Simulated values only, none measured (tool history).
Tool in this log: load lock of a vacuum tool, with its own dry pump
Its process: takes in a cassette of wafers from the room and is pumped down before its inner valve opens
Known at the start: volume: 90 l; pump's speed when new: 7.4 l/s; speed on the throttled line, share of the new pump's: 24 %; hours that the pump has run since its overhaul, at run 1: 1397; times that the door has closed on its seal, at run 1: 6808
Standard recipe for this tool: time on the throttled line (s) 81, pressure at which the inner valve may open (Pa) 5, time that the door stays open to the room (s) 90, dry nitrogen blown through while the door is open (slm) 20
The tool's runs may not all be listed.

run,day,time on the throttled line (s),pressure at which the inner valve may open (Pa),time that the door stays open to the room (s),dry nitrogen blown through while the door is open (slm),hours that the pump has run since its overhaul,times that the door has closed on its seal,"incoming humidity of the room's air, %",time from the closed door until the inner valve may open (s),rise of the pressure with all valves shut (Pa/min)
1,0.000,81,5,90,20,1397,6808,45.9,186.5,0.028
2,21.817,81,5,90,20,1921,8560,41.9,188.1,0.034
3,44.133,81,5,90,20,2457,10352,43.8,185.6,0.045
4,59.062,81,5,90,20,2815,11551,46.5,190.2,0.041
5,69.067,81,5,90,20,3055,12355,44.8,189.8,0.043
6,78.408,81,5,90,20,3279,13105,44.8,188.5,0.047
7,100.371,74,5,90,20,3806,14869,45.3,189.3,0.052
8,120.029,74,5,90,20,4278,16448,45.3,185.9,0.062
9,129.392,81,5,90,20,4503,17200,45.2,192.6,0.060
10,151.538,81,5,90,20,5034,18978,43.8,195.4,0.068
11,162.025,81,5,90,20,5286,19820,44.8,195.2,0.067
12,173.588,81,5,90,20,5564,20749,45.1,197.0,0.073
13,183.579,81,10,90,20,5803,21552,44.1,187.4,0.077
14,195.733,81,10,90,20,6095,22528,43.0,185.5,0.075
15,215.704,81,8,90,20,6574,24132,42.9,191.9,0.084
16,234.592,81,8,90,20,7028,25648,45.2,190.4,0.086
17,256.917,106,6,90,20,7563,27442,43.7,216.2,0.102
18,276.767,54,7,90,7,8040,29036,45.0,178.4,0.116
19,294.525,54,9,90,10,8466,30462,44.2,175.7,0.115
20,304.575,59,5,90,20,8707,31269,43.7,189.0,0.113
21,319.729,59,5,90,20,9071,32486,45.1,186.2,0.118
22,333.325,60,5,90,7,9397,33578,49.3,190.9,0.134
23,344.721,127,7,68,20,9671,34493,47.7,235.1,0.124
24,362.454,127,7,191,9,10096,35918,42.7,233.0,0.161
25,372.238,82,7,191,9,10331,36703,44.8,204.4,0.160
26,389.717,142,4,134,12,10751,38107,46.4,254.4,0.161
27,406.746,142,4,134,12,11159,39475,46.4,258.2,0.163

Predict each of these 5 candidate next runs independently; none follows another, all start after run 27:
A,428.667,81,5,37,15,11685,41235,42.5,?,?
B,428.667,81,5,68,20,11685,41235,42.1,?,?
C,428.667,40,4,72,20,11685,41235,41.9,?,?
D,428.667,113,4,28,12,11685,41235,44.0,?,?
E,428.667,81,5,90,16,11685,41235,45.6,?,?

run,time from the closed door until the inner valve may open (s),rise of the pressure with all valves shut (Pa/min)
A,213.8,0.158
B,209.0,0.158
C,190.8,0.163
D,239.4,0.163
E,212.6,0.166
What these runs would have given with no unlogged condition in the tool:
run,time from the closed door until the inner valve may open (s),rise of the pressure with all valves shut (Pa/min)
A,184.2,0.011
B,180.1,0.010
C,157.4,0.015
D,211.1,0.017
E,183.1,0.018

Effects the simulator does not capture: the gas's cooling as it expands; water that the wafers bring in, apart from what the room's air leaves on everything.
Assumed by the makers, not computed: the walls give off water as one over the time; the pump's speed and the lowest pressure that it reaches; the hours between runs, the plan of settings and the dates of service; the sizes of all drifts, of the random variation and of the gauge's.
